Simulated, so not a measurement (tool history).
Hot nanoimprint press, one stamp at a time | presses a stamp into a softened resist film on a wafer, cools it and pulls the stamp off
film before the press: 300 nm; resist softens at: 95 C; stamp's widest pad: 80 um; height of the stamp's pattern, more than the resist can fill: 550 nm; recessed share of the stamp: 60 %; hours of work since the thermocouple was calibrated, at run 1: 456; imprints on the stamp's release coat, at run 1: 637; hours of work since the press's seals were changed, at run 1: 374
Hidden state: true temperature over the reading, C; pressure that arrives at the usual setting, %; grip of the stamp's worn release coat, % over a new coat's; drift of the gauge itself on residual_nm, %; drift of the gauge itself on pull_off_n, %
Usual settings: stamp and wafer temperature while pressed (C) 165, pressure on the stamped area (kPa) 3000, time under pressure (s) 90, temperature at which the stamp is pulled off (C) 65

run,hour,stamp and wafer temperature while pressed (C),pressure on the stamped area (kPa),time under pressure (s),temperature at which the stamp is pulled off (C),hours of work since the thermocouple was calibrated,imprints on the stamp's release coat,hours of work since the press's seals were changed,resist left under the stamp's widest pad (nm),greatest force while the stamp is pulled off (N)
1,0.0,165,3000,90,65,456,637,374,112.2,128
2,12.5,165,3000,90,65,465,688,383,112.1,128
3,21.5,165,3000,90,65,471,724,389,112.7,129
# hour 39.0: stamp cleaned and given a new release coat
4,43.3,165,3000,90,65,483,18,401,111.8,127
5,57.6,165,3000,90,65,493,75,411,113.2,128
6,66.4,165,3000,90,65,499,111,417,113.2,130
7,75.0,165,3000,90,65,505,145,423,112.6,128
8,82.2,165,3000,90,65,510,174,428,113.1,128
9,91.5,165,3000,90,65,517,212,435,113.6,126
10,106.9,165,3000,90,65,528,274,446,112.8,130
# hour 111.2: plate thermocouple calibrated
11,119.1,165,3000,90,65,6,311,452,113.4,126
12,129.3,165,3500,110,65,13,352,460,97.0,131
13,139.1,165,3500,110,65,20,391,467,95.6,126
14,150.9,165,3500,103,67,28,439,475,98.9,123
15,160.3,157,3000,90,65,35,477,482,160.0,128
16,177.2,174,3000,91,65,47,545,494,77.7,130
17,186.1,157,2000,90,53,53,580,500,189.1,156
18,196.4,157,2000,90,53,61,622,507,191.9,156
19,208.4,157,2000,71,73,69,670,516,202.7,111
20,217.9,165,3000,90,55,76,709,523,114.2,150
21,231.9,165,3000,107,65,86,765,533,107.1,131

Hidden state at the last listed run before each entry between runs and at the first one after, where it differs:
Between runs 3 and 4: stamp cleaned and given a new release coat (hour 39.0)
  pressure that arrives at the usual setting, %: 99.93 -> 99.92; grip of the stamp's worn release coat, % over a new coat's: 0.6 -> 0; drift of the gauge itself on residual_nm, %: 0.19 -> 0.33
  measured less the result without the state, resist left under the stamp's widest pad (nm): +0.4 -> +0.6
Between runs 10 and 11: plate thermocouple calibrated (hour 111.2)
  true temperature over the reading, C: -0.05 -> 0.01; drift of the gauge itself on residual_nm, %: 0.89 -> 0.97
  measured less the result without the state, resist left under the stamp's widest pad (nm): +1.3 -> +1.1

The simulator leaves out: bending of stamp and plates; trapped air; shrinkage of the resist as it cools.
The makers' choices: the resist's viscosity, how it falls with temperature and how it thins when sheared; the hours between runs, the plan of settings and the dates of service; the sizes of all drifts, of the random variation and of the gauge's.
